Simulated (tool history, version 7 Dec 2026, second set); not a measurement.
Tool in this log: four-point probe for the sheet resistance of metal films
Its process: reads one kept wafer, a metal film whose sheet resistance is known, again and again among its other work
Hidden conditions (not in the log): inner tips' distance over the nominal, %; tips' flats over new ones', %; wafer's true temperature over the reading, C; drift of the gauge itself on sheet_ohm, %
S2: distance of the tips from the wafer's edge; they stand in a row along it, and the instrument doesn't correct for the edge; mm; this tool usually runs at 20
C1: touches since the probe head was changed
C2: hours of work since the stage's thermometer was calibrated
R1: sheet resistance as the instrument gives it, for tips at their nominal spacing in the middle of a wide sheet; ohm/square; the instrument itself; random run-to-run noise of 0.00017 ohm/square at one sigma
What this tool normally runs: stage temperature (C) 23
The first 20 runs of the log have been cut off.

{"run": 21, "hour": 420.3, "stage temperature (C)": 35, "S2": 4, "C1": 104343, "C2": 183, "R1": 0.833505}
{"run": 22, "hour": 443.4, "stage temperature (C)": 30, "S2": 46, "C1": 105176, "C2": 193, "R1": 0.831381}
{"run": 23, "hour": 466.9, "stage temperature (C)": 30, "S2": 46, "C1": 106021, "C2": 203, "R1": 0.831074}
{"run": 24, "hour": 479.7, "stage temperature (C)": 32, "S2": 61, "C1": 106481, "C2": 209, "R1": 0.829191}
{"run": 25, "hour": 499.5, "stage temperature (C)": 28, "S2": 4, "C1": 107194, "C2": 218, "R1": 0.840128}
{"run": 26, "hour": 518.2, "stage temperature (C)": 28, "S2": 4, "C1": 107868, "C2": 226, "R1": 0.840346}
{"run": 27, "hour": 532.1, "stage temperature (C)": 30, "S2": 27, "C1": 108370, "C2": 232, "R1": 0.831599}
{"run": 28, "hour": 547.0, "stage temperature (C)": 19, "S2": 8, "C1": 108904, "C2": 238, "R1": 0.843894}
{"run": 29, "hour": 563.1, "stage temperature (C)": 24, "S2": 20, "C1": 109484, "C2": 245, "R1": 0.837653}
{"run": 30, "hour": 580.2, "stage temperature (C)": 23, "S2": 14, "C1": 110102, "C2": 252, "R1": 0.838798}
{"run": 31, "hour": 598.2, "stage temperature (C)": 25, "S2": 71, "C1": 110748, "C2": 260, "R1": 0.836388}
{"run": 32, "hour": 625.1, "stage temperature (C)": 25, "S2": 71, "C1": 111716, "C2": 272, "R1": 0.836869}
{"run": 33, "hour": 644.6, "stage temperature (C)": 32, "S2": 9, "C1": 112419, "C2": 280, "R1": 0.831295}
{"run": 34, "hour": 660.9, "stage temperature (C)": 25, "S2": 21, "C1": 113007, "C2": 287, "R1": 0.836812}

Consider 5 possible next runs. They are alternatives, not a sequence: every one starts from the tool as it was left by run 34. What does each give?
{"run": "A", "hour": 680.3, "stage temperature (C)": 29, "S2": 13, "C1": 113705, "C2": 295, "R1": "?"}
{"run": "B", "hour": 680.3, "stage temperature (C)": 20, "S2": 16, "C1": 113705, "C2": 295, "R1": "?"}
{"run": "C", "hour": 680.3, "stage temperature (C)": 34, "S2": 20, "C1": 113705, "C2": 295, "R1": "?"}
{"run": "D", "hour": 680.3, "stage temperature (C)": 34, "S2": 35, "C1": 113705, "C2": 295, "R1": "?"}
{"run": "E", "hour": 680.3, "stage temperature (C)": 21, "S2": 13, "C1": 113705, "C2": 295, "R1": "?"}

run=A R1=0.833679
run=B R1=0.841961
run=C R1=0.828549
run=D R1=0.828584
run=E R1=0.841199
What these runs would have given with no unlogged condition in the tool:
run=A R1=0.822772
run=B R1=0.830944
run=C R1=0.817709
run=D R1=0.817744
run=E R1=0.830193
